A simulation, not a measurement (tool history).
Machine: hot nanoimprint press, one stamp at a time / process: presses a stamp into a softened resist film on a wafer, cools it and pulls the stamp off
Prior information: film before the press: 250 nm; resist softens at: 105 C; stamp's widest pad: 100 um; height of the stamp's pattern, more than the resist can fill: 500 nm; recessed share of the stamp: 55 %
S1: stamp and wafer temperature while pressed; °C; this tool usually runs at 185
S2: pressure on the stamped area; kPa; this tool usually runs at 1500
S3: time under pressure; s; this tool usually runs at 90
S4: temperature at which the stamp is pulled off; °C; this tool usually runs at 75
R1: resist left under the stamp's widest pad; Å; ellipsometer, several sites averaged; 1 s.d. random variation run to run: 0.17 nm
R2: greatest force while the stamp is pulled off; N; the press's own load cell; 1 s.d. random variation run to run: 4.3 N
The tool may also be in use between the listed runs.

run     day   S1    S2   S3  S4    R1   R2
  1       0  185  1500   90  75  1132  207
  2   1.721  185  1500   90  75  1132  209
  3   3.788  185  1500   90  75  1131  203
  4   5.546  185  1500   90  75  1130  208
  5   7.146  185  1500   47  75  1382  206
  6   9.192  185  1500   47  75  1388  205
  7  10.962  185  1500   47  75  1386  207
  8  12.646  185  1500   47  75  1385  213
  9  15.104  185  1500   47  75  1387  209
 10  17.062  185  1500   47  75  1385  213
 11  19.183  186  1500   95  72  1073  210
 12  20.512  185  2290  169  75   709  206
 13  23.238  185  2290  169  75   708  215
 14  25.679  185  2290  169  75   708  210
 15   27.55  175  1830  105  60  1318  242

Put back what was entered between runs (3 entries, withheld): which listed runs does each sit between, and how does the hidden state differ from the listed run before to the listed run after?
Logged between run 8 and run 9: press's hydraulic seals changed and the load cell set to zero (day 14.712)
  true temperature over the reading, C: 0 -> 0.01; pressure that arrives at the usual setting, %: 99.91 -> 99.98; grip of the stamp's worn release coat, % over a new coat's: 1.3 -> 1.4
Logged between run 12 and run 13: stamp cleaned and given a new release coat (day 21.683)
  pressure that arrives at the usual setting, %: 99.97 -> 99.96; grip of the stamp's worn release coat, % over a new coat's: 1.7 -> 0.1
Logged between run 13 and run 14: plate thermocouple calibrated (day 24.708)
  true temperature over the reading, C: 0.01 -> 0
